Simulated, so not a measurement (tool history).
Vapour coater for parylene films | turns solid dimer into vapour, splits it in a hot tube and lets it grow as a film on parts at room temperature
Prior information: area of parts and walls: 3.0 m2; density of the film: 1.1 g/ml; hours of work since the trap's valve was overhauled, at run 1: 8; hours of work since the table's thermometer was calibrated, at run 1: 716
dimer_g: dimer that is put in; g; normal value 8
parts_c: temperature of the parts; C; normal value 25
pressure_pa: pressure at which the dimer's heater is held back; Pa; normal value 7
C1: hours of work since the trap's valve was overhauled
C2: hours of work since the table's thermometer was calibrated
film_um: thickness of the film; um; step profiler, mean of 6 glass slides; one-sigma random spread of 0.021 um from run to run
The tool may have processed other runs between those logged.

{"run": 1, "hour": 0.0, "dimer_g": 8, "parts_c": 25, "pressure_pa": 7, "C1": 8, "C2": 716, "film_um": 1.53}
{"run": 2, "hour": 28.9, "dimer_g": 8, "parts_c": 25, "pressure_pa": 7, "C1": 28, "C2": 737, "film_um": 1.55}
{"run": 3, "hour": 57.8, "dimer_g": 8, "parts_c": 25, "pressure_pa": 7, "C1": 49, "C2": 758, "film_um": 1.57}
{"run": 4, "hour": 74.5, "dimer_g": 4, "parts_c": 25, "pressure_pa": 7, "C1": 61, "C2": 770, "film_um": 0.78}
{"run": 5, "hour": 90.6, "dimer_g": 4, "parts_c": 25, "pressure_pa": 7, "C1": 72, "C2": 781, "film_um": 0.79}
{"run": 6, "hour": 120.5, "dimer_g": 8, "parts_c": 32, "pressure_pa": 7, "C1": 94, "C2": 803, "film_um": 1.06}
{"run": 7, "hour": 158.9, "dimer_g": 8, "parts_c": 32, "pressure_pa": 7, "C1": 121, "C2": 830, "film_um": 1.08}
{"run": 8, "hour": 196.8, "dimer_g": 8, "parts_c": 32, "pressure_pa": 7, "C1": 148, "C2": 857, "film_um": 1.08}
{"hour": 200.6, "done": "table's thermometer calibrated"}
{"run": 9, "hour": 220.9, "dimer_g": 11, "parts_c": 25, "pressure_pa": 7, "C1": 165, "C2": 14, "film_um": 2.01}
{"run": 10, "hour": 257.7, "dimer_g": 10, "parts_c": 25, "pressure_pa": 7, "C1": 191, "C2": 41, "film_um": 1.79}
{"hour": 271.9, "done": "table's thermometer calibrated, once more"}
{"run": 11, "hour": 278.8, "dimer_g": 14, "parts_c": 25, "pressure_pa": 4.75, "C1": 205, "C2": 5, "film_um": 2.7}
{"run": 12, "hour": 301.8, "dimer_g": 6, "parts_c": 29, "pressure_pa": 10.94, "C1": 222, "C2": 21, "film_um": 0.87}
{"run": 13, "hour": 321.6, "dimer_g": 3, "parts_c": 25, "pressure_pa": 5.6, "C1": 236, "C2": 35, "film_um": 0.55}
{"run": 14, "hour": 343.7, "dimer_g": 8, "parts_c": 19, "pressure_pa": 7, "C1": 252, "C2": 51, "film_um": 2}
{"run": 15, "hour": 374.0, "dimer_g": 4, "parts_c": 33, "pressure_pa": 7, "C1": 274, "C2": 73, "film_um": 0.51}
{"run": 16, "hour": 410.8, "dimer_g": 14, "parts_c": 31, "pressure_pa": 4.46, "C1": 300, "C2": 99, "film_um": 1.95}
{"run": 17, "hour": 440.6, "dimer_g": 6, "parts_c": 28, "pressure_pa": 7, "C1": 321, "C2": 121, "film_um": 0.93}

4 ways to go on from here, each from the tool as it stands after run 17. What would each give?
{"run": "A", "hour": 468.6, "dimer_g": 8, "parts_c": 22, "pressure_pa": 9.87, "C1": 341, "C2": 141, "film_um": "?"}
{"run": "B", "hour": 468.6, "dimer_g": 6, "parts_c": 28, "pressure_pa": 9.78, "C1": 341, "C2": 141, "film_um": "?"}
{"run": "C", "hour": 468.6, "dimer_g": 14, "parts_c": 36, "pressure_pa": 7, "C1": 341, "C2": 141, "film_um": "?"}
{"run": "D", "hour": 468.6, "dimer_g": 6, "parts_c": 28, "pressure_pa": 2.48, "C1": 341, "C2": 141, "film_um": "?"}

run=A film_um=1.63
run=B film_um=0.91
run=C film_um=1.51
run=D film_um=1.02
Had the tool no hidden state, the same runs would have come out as:
run=A film_um=1.78
run=B film_um=0.99
run=C film_um=1.64
run=D film_um=1.11
